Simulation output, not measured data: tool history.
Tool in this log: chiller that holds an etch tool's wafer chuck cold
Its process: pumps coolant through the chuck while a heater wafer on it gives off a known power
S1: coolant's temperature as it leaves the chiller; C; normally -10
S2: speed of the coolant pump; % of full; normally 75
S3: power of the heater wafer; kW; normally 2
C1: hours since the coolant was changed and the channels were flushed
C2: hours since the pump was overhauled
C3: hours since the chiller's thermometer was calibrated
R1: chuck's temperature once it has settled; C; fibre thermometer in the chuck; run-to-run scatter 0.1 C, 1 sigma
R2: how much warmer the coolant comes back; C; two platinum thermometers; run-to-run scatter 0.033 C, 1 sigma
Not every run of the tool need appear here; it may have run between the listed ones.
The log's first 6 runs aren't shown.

{"run": 7, "day": 44.388, "S1": -10, "S2": 75, "S3": 2, "C1": 3486, "C2": 7381, "C3": 4756, "R1": 10.8, "R2": 4.93}
{"run": 8, "day": 49.446, "S1": -4, "S2": 75, "S3": 2, "C1": 3608, "C2": 7502, "C3": 4877, "R1": 17, "R2": 5}
{"run": 9, "day": 58.558, "S1": -4, "S2": 75, "S3": 2, "C1": 3826, "C2": 7721, "C3": 5096, "R1": 16.8, "R2": 5.06}
{"run": 10, "day": 65.317, "S1": -4, "S2": 75, "S3": 1.121, "C1": 3989, "C2": 7883, "C3": 5258, "R1": 7.8, "R2": 2.85}
{"run": 11, "day": 74.283, "S1": -4, "S2": 75, "S3": 1.121, "C1": 4204, "C2": 8098, "C3": 5473, "R1": 7.6, "R2": 2.82}
{"run": 12, "day": 83.583, "S1": -10, "S2": 75, "S3": 2, "C1": 4427, "C2": 8322, "C3": 5697, "R1": 11.1, "R2": 5.06}
{"run": 13, "day": 88.804, "S1": -10, "S2": 75, "S3": 2, "C1": 4552, "C2": 8447, "C3": 5822, "R1": 11.4, "R2": 5.01}
{"day": 96.579, "done": "chiller's thermometer calibrated"}
{"run": 14, "day": 97.375, "S1": -10, "S2": 75, "S3": 2, "C1": 4757, "C2": 8652, "C3": 19, "R1": 12.3, "R2": 5.05}
{"run": 15, "day": 105.129, "S1": -10, "S2": 78, "S3": 2, "C1": 4943, "C2": 8838, "C3": 205, "R1": 11.6, "R2": 4.84}
{"run": 16, "day": 112.842, "S1": -10, "S2": 75, "S3": 2, "C1": 5128, "C2": 9023, "C3": 390, "R1": 12.5, "R2": 5.02}
{"run": 17, "day": 117.567, "S1": -8, "S2": 90, "S3": 1.916, "C1": 5242, "C2": 9136, "C3": 504, "R1": 11.3, "R2": 4.09}
{"run": 18, "day": 125.167, "S1": -8, "S2": 75, "S3": 1.104, "C1": 5424, "C2": 9319, "C3": 686, "R1": 4.4, "R2": 2.77}
{"run": 19, "day": 130.471, "S1": -14, "S2": 75, "S3": 1.35, "C1": 5551, "C2": 9446, "C3": 813, "R1": 1.1, "R2": 3.42}
{"run": 20, "day": 137.375, "S1": -14, "S2": 75, "S3": 1.35, "C1": 5717, "C2": 9612, "C3": 979, "R1": 1.3, "R2": 3.41}
{"run": 21, "day": 143.642, "S1": -14, "S2": 85, "S3": 1.35, "C1": 5868, "C2": 9762, "C3": 1130, "R1": 0.1, "R2": 3.1}
{"run": 22, "day": 149.5, "S1": -1, "S2": 63, "S3": 1.557, "C1": 6008, "C2": 9903, "C3": 1270, "R1": 18.8, "R2": 4.72}
{"run": 23, "day": 157.9, "S1": -1, "S2": 63, "S3": 1.557, "C1": 6210, "C2": 10104, "C3": 1472, "R1": 18.6, "R2": 4.66}
{"run": 24, "day": 166.158, "S1": -16, "S2": 66, "S3": 2.255, "C1": 6408, "C2": 10303, "C3": 1670, "R1": 12.2, "R2": 6.55}
{"run": 25, "day": 173.129, "S1": -10, "S2": 75, "S3": 1.017, "C1": 6575, "C2": 10470, "C3": 1837, "R1": 1.7, "R2": 2.56}
{"run": 26, "day": 181.238, "S1": -16, "S2": 75, "S3": 1.463, "C1": 6770, "C2": 10664, "C3": 2032, "R1": 1.1, "R2": 3.77}
{"run": 27, "day": 185.812, "S1": -16, "S2": 75, "S3": 1.463, "C1": 6880, "C2": 10774, "C3": 2142, "R1": 1.1, "R2": 3.82}
{"run": 28, "day": 194.0, "S1": -4, "S2": 95, "S3": 1.921, "C1": 7076, "C2": 10971, "C3": 2338, "R1": 15.8, "R2": 3.96}
{"run": 29, "day": 202.554, "S1": -10, "S2": 68, "S3": 2.367, "C1": 7281, "C2": 11176, "C3": 2543, "R1": 19.7, "R2": 6.72}
{"run": 30, "day": 207.129, "S1": -10, "S2": 68, "S3": 2.367, "C1": 7391, "C2": 11286, "C3": 2653, "R1": 19.6, "R2": 6.7}
{"run": 31, "day": 216.558, "S1": -15, "S2": 95, "S3": 1.657, "C1": 7617, "C2": 11512, "C3": 2880, "R1": 2.3, "R2": 3.43}

5 options for the next run, each taken on its own from the tool as it stands now. Forecast them:
{"run": "A", "day": 224.942, "S1": -10, "S2": 77, "S3": 2.072, "C1": 7819, "C2": 11713, "C3": 3081, "R1": "?", "R2": "?"}
{"run": "B", "day": 224.942, "S1": -10, "S2": 75, "S3": 2.928, "C1": 7819, "C2": 11713, "C3": 3081, "R1": "?", "R2": "?"}
{"run": "C", "day": 224.942, "S1": -4, "S2": 69, "S3": 2.836, "C1": 7819, "C2": 11713, "C3": 3081, "R1": "?", "R2": "?"}
{"run": "D", "day": 224.942, "S1": -10, "S2": 95, "S3": 2, "C1": 7819, "C2": 11713, "C3": 3081, "R1": "?", "R2": "?"}
{"run": "E", "day": 224.942, "S1": -2, "S2": 95, "S3": 1.657, "C1": 7819, "C2": 11713, "C3": 3081, "R1": "?", "R2": "?"}

run=A R1=14.6 R2=5.25
run=B R1=25.4 R2=7.65
run=C R1=32.1 R2=7.96
run=D R1=11.1 R2=4.16
run=E R1=15.3 R2=3.46
With the hidden condition removed and each run's random variation left untouched, the same runs would have given:
run=A R1=9.3 R2=4.71
run=B R1=17.7 R2=6.86
run=C R1=24.3 R2=7.14
run=D R1=6.6 R2=3.73
run=E R1=11.6 R2=3.1
